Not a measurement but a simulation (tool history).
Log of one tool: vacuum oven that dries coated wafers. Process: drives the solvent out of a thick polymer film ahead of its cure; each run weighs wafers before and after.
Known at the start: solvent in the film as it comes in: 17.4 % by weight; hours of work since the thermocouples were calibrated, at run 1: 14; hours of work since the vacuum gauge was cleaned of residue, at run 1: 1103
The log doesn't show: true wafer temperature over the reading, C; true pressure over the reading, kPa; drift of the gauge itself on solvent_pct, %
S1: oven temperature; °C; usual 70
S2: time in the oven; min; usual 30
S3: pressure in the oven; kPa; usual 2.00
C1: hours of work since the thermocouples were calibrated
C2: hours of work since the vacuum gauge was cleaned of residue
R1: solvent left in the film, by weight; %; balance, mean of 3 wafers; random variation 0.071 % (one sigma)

run 1 hour=0.0 | S1=70 S2=30 S3=2.00 | C1=14 C2=1103 | R1=5.07
run 2 hour=71.9 | S1=56 S2=30 S3=2.00 | C1=54 C2=1143 | R1=10.04
run 3 hour=143.5 | S1=56 S2=30 S3=2.00 | C1=94 C2=1183 | R1=9.98
run 4 hour=192.4 | S1=70 S2=30 S3=2.00 | C1=121 C2=1210 | R1=5.03
run 5 hour=256.6 | S1=70 S2=30 S3=2.00 | C1=157 C2=1246 | R1=5.04
run 6 hour=327.9 | S1=70 S2=19 S3=2.00 | C1=197 C2=1286 | R1=7.17
run 7 hour=390.4 | S1=70 S2=19 S3=2.00 | C1=231 C2=1320 | R1=7.08
run 8 hour=435.4 | S1=70 S2=19 S3=2.00 | C1=256 C2=1345 | R1=7.12
run 9 hour=495.5 | S1=65 S2=19 S3=2.00 | C1=290 C2=1379 | R1=8.69
run 10 hour=554.9 | S1=65 S2=23 S3=2.00 | C1=323 C2=1412 | R1=8.02
run 11 hour=630.0 | S1=65 S2=23 S3=2.00 | C1=365 C2=1453 | R1=8.10
run 12 hour=666.6 | S1=58 S2=30 S3=2.00 | C1=385 C2=1474 | R1=9.33
run 13 hour=736.6 | S1=58 S2=30 S3=2.00 | C1=424 C2=1513 | R1=9.33
run 14 hour=794.7 | S1=58 S2=30 S3=2.00 | C1=456 C2=1545 | R1=9.39
run 15 hour=849.2 | S1=58 S2=30 S3=2.00 | C1=486 C2=1575 | R1=9.47
run 16 hour=882.0 | S1=58 S2=30 S3=2.00 | C1=505 C2=1593 | R1=9.26
run 17 hour=957.0 | S1=58 S2=30 S3=2.00 | C1=546 C2=1635 | R1=9.42
run 18 hour=1005.7 | S1=58 S2=30 S3=2.00 | C1=573 C2=1662 | R1=9.31
run 19 hour=1080.7 | S1=58 S2=38 S3=2.00 | C1=615 C2=1704 | R1=8.44
run 20 hour=1117.6 | S1=70 S2=30 S3=2.00 | C1=636 C2=1724 | R1=4.95
run 21 hour=1184.0 | S1=70 S2=42 S3=2.00 | C1=672 C2=1761 | R1=3.62
run 22 hour=1250.2 | S1=70 S2=42 S3=2.00 | C1=709 C2=1798 | R1=3.59
run 23 hour=1297.9 | S1=72 S2=22 S3=2.72 | C1=736 C2=1825 | R1=6.01
run 24 hour=1355.7 | S1=72 S2=22 S3=2.72 | C1=768 C2=1857 | R1=6.12
run 25 hour=1389.2 | S1=72 S2=22 S3=2.72 | C1=787 C2=1875 | R1=6.08
run 26 hour=1439.2 | S1=56 S2=47 S3=2.00 | C1=814 C2=1903 | R1=8.22
run 27 hour=1494.9 | S1=81 S2=30 S3=1.41 | C1=845 C2=1934 | R1=1.70
run 28 hour=1525.9 | S1=70 S2=27 S3=3.47 | C1=863 C2=1951 | R1=6.36
-- hour=1566.0 vacuum gauge cleaned of residue and calibrated
run 29 hour=1580.8 | S1=70 S2=27 S3=2.64 | C1=892 C2=8 | R1=5.78
run 30 hour=1647.1 | S1=70 S2=27 S3=2.64 | C1=929 C2=45 | R1=5.93
run 31 hour=1685.5 | S1=70 S2=27 S3=2.64 | C1=950 C2=66 | R1=5.83
run 32 hour=1740.1 | S1=57 S2=30 S3=7.72 | C1=981 C2=97 | R1=13.60
run 33 hour=1793.6 | S1=63 S2=30 S3=2.00 | C1=1010 C2=126 | R1=7.78
run 34 hour=1852.3 | S1=76 S2=46 S3=2.10 | C1=1043 C2=159 | R1=1.94
run 35 hour=1897.5 | S1=56 S2=27 S3=1.86 | C1=1068 C2=184 | R1=10.31
run 36 hour=1947.5 | S1=56 S2=27 S3=1.86 | C1=1096 C2=212 | R1=10.34
run 37 hour=1992.5 | S1=74 S2=30 S3=2.00 | C1=1121 C2=237 | R1=3.67
run 38 hour=2028.0 | S1=74 S2=30 S3=2.00 | C1=1141 C2=257 | R1=3.69
run 39 hour=2093.7 | S1=70 S2=30 S3=1.03 | C1=1177 C2=293 | R1=4.38
run 40 hour=2131.5 | S1=76 S2=30 S3=2.56 | C1=1198 C2=314 | R1=3.33
run 41 hour=2173.0 | S1=76 S2=30 S3=2.56 | C1=1221 C2=337 | R1=3.21
run 42 hour=2217.7 | S1=70 S2=18 S3=2.77 | C1=1246 C2=362 | R1=7.78
run 43 hour=2259.2 | S1=58 S2=30 S3=2.00 | C1=1269 C2=385 | R1=9.40

Hidden state at the last listed run before each entry between runs and at the first one after, where it differs:
Between runs 28 and 29: vacuum gauge cleaned of residue and calibrated (hour 1566.0)
  true pressure over the reading, kPa: 0.016 -> 0

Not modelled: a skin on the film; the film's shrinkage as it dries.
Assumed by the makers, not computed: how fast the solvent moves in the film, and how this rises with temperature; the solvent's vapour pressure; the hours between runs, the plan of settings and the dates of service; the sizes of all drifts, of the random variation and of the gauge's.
